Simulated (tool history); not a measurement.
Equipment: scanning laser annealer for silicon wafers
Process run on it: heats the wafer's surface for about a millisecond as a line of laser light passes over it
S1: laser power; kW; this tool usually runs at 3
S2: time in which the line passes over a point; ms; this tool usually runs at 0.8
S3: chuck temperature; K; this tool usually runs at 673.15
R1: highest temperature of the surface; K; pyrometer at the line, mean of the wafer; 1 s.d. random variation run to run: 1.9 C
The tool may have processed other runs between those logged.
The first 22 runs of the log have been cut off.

run	hour	S1	S2	S3	R1
23	395.1	2.899	0.614	673.15	1362.15
24	416.8	3	0.855	670.15	1510.15
25	433.8	3.226	0.962	673.15	1653.15
26	458.7	3.085	0.964	673.15	1595.15
27	482.9	3.202	0.621	710.15	1490.15
28	503.9	3.28	0.895	654.15	1618.15
29	524.1	3	0.824	664.15	1485.15
30	534.3	3	0.824	664.15	1485.15
31	545.9	3	0.824	664.15	1481.15
32	559.6	3	0.654	684.15	1414.15
33	572.6	3	0.692	663.15	1415.15
34	587	2.881	0.8	660.15	1429.15
35	611	3.119	0.582	636.15	1361.15
36	632	3.064	0.924	710.15	1596.15
37	648.4	3.064	0.924	710.15	1594.15
38	663.6	3.064	0.924	710.15	1594.15
39	677.7	2.619	0.57	685.15	1257.15
40	701.8	3.249	0.899	681.15	1622.15
41	716.9	3.249	0.573	644.15	1395.15

Alternative continuations, all from the tool just after run 41; predict every row:
A	740.6	3.146	0.59	635.15	?
B	740.6	2.982	0.8	706.15	?
C	740.6	3.142	0.807	644.15	?

run	R1
A	1369.15
B	1498.15
C	1493.15
Take away the tool's hidden state, keep each run's random variation, and the runs would have read:
run	R1
A	1396.15
B	1528.15
C	1525.15
